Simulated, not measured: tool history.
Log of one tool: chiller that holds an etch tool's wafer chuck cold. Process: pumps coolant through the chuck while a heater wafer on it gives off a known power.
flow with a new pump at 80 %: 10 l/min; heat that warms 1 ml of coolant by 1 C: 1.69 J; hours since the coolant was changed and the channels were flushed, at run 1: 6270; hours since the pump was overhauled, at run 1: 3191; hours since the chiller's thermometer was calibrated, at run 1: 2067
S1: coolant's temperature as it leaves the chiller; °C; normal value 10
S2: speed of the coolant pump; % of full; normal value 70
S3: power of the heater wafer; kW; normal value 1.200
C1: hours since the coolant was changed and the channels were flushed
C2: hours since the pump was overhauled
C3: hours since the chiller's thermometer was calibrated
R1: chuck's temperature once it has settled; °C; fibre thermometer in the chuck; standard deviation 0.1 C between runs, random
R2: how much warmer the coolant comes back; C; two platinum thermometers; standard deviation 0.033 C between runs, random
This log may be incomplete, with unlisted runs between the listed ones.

run,hour,S1,S2,S3,C1,C2,C3,R1,R2
1,0.0,10,70,1.200,6270,3191,2067,25.2,5.07
2,64.9,10,70,1.200,6335,3256,2132,25.2,5.09
3,120.8,10,70,0.916,6391,3312,2188,21.6,3.90
4,177.5,10,70,0.916,6448,3368,2244,21.6,3.93
5,240.2,10,70,1.200,6510,3431,2307,25.1,5.19
6,342.7,10,85,1.200,6613,3533,2410,23.4,4.17
7,444.6,10,70,1.200,6715,3635,2511,25.5,5.13
8,525.0,10,70,1.200,6795,3716,2592,25.5,5.15
9,633.5,13,70,0.911,6904,3824,2700,24.7,3.95
10,700.0,18,88,1.589,6970,3891,2767,35.4,5.33
11,745.3,18,88,1.589,7016,3936,2812,35.5,5.44
12,811.9,18,88,1.589,7082,4003,2879,35.4,5.46
13,879.9,2,70,1.321,7150,4071,2947,19.3,5.63
14,963.9,11,64,0.880,7234,4155,3031,23.1,4.15
# hour 1013.4: coolant changed, channels flushed
15,1050.9,11,64,0.880,38,4236,3112,21.6,4.13
16,1154.9,11,100,1.354,141,4340,3216,23.0,4.00

Below are 5 alternative next runs, each starting from the tool's condition after run 16. Predict each:
A,1251.4,11,79,1.354,238,4436,3312,?,?
B,1251.4,10,82,1.200,238,4436,3312,?,?
C,1251.4,5,70,1.200,238,4436,3312,?,?
D,1251.4,11,67,1.354,238,4436,3312,?,?
E,1251.4,4,68,0.699,238,4436,3312,?,?

run,R1,R2
A,25.2,5.12
B,22.1,4.40
C,18.8,5.15
D,26.8,6.12
E,12.1,3.16
Without the tool's hidden state the same runs would have given:
run,R1,R2
A,24.6,4.82
B,21.7,4.15
C,18.3,4.85
D,26.2,5.77
E,11.8,2.98
